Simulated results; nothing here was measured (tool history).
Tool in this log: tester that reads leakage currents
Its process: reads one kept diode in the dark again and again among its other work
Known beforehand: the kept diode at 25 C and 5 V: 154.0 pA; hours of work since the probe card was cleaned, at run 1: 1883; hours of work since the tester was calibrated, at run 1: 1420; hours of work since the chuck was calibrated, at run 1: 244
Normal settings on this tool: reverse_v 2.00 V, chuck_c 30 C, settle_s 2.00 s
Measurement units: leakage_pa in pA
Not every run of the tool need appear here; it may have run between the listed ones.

| run | hour | reverse_v | chuck_c | settle_s | hours of work since the probe card was cleaned | hours of work since the tester was calibrated | hours of work since the chuck was calibrated | leakage_pa |
|---|---|---|---|---|---|---|---|---|
| 1 | 0.0 | 2.00 | 30 | 2.00 | 1883 | 1420 | 244 | 196.18 |
| 2 | 22.1 | 2.00 | 30 | 2.00 | 1900 | 1437 | 261 | 197.16 |
| 3 | 69.2 | 2.00 | 30 | 2.00 | 1936 | 1473 | 297 | 199.58 |
| 4 | 109.2 | 2.00 | 30 | 2.00 | 1967 | 1504 | 328 | 200.73 |
| 5 | 148.0 | 2.00 | 30 | 2.00 | 1997 | 1534 | 358 | 203.53 |
| 6 | 175.1 | 2.00 | 30 | 2.00 | 2018 | 1555 | 379 | 205.58 |
| 7 | 206.5 | 2.00 | 30 | 2.00 | 2043 | 1580 | 403 | 207.22 |
| 8 | 255.7 | 2.00 | 30 | 2.00 | 2081 | 1618 | 442 | 208.60 |
| 9 | 304.0 | 2.00 | 30 | 2.00 | 2118 | 1655 | 479 | 211.62 |
| 10 | 350.0 | 6.29 | 30 | 2.00 | 2154 | 1691 | 515 | 338.88 |
| 11 | 389.9 | 2.00 | 42 | 2.00 | 2185 | 1722 | 545 | 614.89 |
| 12 | 429.2 | 2.00 | 30 | 0.71 | 2215 | 1752 | 576 | 219.94 |
|  | 434.7 | probe card cleaned and baked |
|  | 465.8 | chuck's temperature calibrated |
| 13 | 475.6 | 2.00 | 30 | 6.97 | 30 | 1784 | 8 | 227.06 |
| 14 | 523.1 | 2.00 | 30 | 2.00 | 67 | 1821 | 44 | 230.51 |
| 15 | 557.3 | 2.00 | 30 | 2.00 | 93 | 1847 | 71 | 232.88 |
| 16 | 595.1 | 1.92 | 35 | 1.43 | 123 | 1877 | 100 | 362.05 |
| 17 | 623.0 | 6.75 | 30 | 3.39 | 144 | 1898 | 122 | 376.92 |
| 18 | 665.3 | 2.00 | 30 | 4.17 | 177 | 1931 | 154 | 238.49 |
| 19 | 697.8 | 7.13 | 50 | 1.04 | 202 | 1956 | 180 | 2165.86 |
| 20 | 731.0 | 3.09 | 58 | 0.44 | 228 | 1982 | 205 | 2952.52 |
|  | 750.4 | chuck's temperature calibrated, once more |
| 21 | 759.0 | 3.09 | 56 | 2.08 | 248 | 2002 | 7 | 1902.35 |
| 22 | 802.0 | 12.71 | 49 | 0.85 | 281 | 2035 | 40 | 1879.91 |
| 23 | 824.4 | 16.12 | 30 | 7.34 | 299 | 2053 | 57 | 396.22 |
| 24 | 865.8 | 2.73 | 30 | 1.38 | 331 | 2085 | 89 | 202.95 |
| 25 | 911.2 | 3.05 | 30 | 0.87 | 366 | 2120 | 124 | 215.42 |
| 26 | 960.0 | 3.05 | 30 | 0.87 | 403 | 2158 | 162 | 218.29 |
| 27 | 984.1 | 2.84 | 32 | 5.69 | 422 | 2176 | 181 | 255.06 |
| 28 | 1025.2 | 2.84 | 32 | 5.69 | 454 | 2208 | 213 | 257.06 |
| 29 | 1049.2 | 2.84 | 32 | 5.69 | 472 | 2227 | 231 | 259.25 |

Run by run, hidden condition taken away, random variation retained:
Hidden state present: stray current of the dirty probe card, pA a volt; current scale over the true one, %; true chuck temperature over the reading, C; drift of the gauge itself on leakage_pa, %.
| run | leakage_pa |
|---|---|
| 1 | 175.42 |
| 2 | 175.20 |
| 3 | 175.01 |
| 4 | 174.22 |
| 5 | 174.91 |
| 6 | 175.42 |
| 7 | 175.41 |
| 8 | 174.19 |
| 9 | 174.68 |
| 10 | 270.40 |
| 11 | 510.84 |
| 12 | 175.97 |
| 13 | 174.28 |
| 14 | 174.75 |
| 15 | 175.00 |
| 16 | 271.98 |
| 17 | 278.11 |
| 18 | 174.34 |
| 19 | 1633.99 |
| 20 | 2242.28 |
| 21 | 1906.67 |
| 22 | 1863.12 |
| 23 | 385.69 |
| 24 | 197.18 |
| 25 | 206.57 |
| 26 | 206.58 |
| 27 | 240.41 |
| 28 | 239.58 |
| 29 | 240.05 |
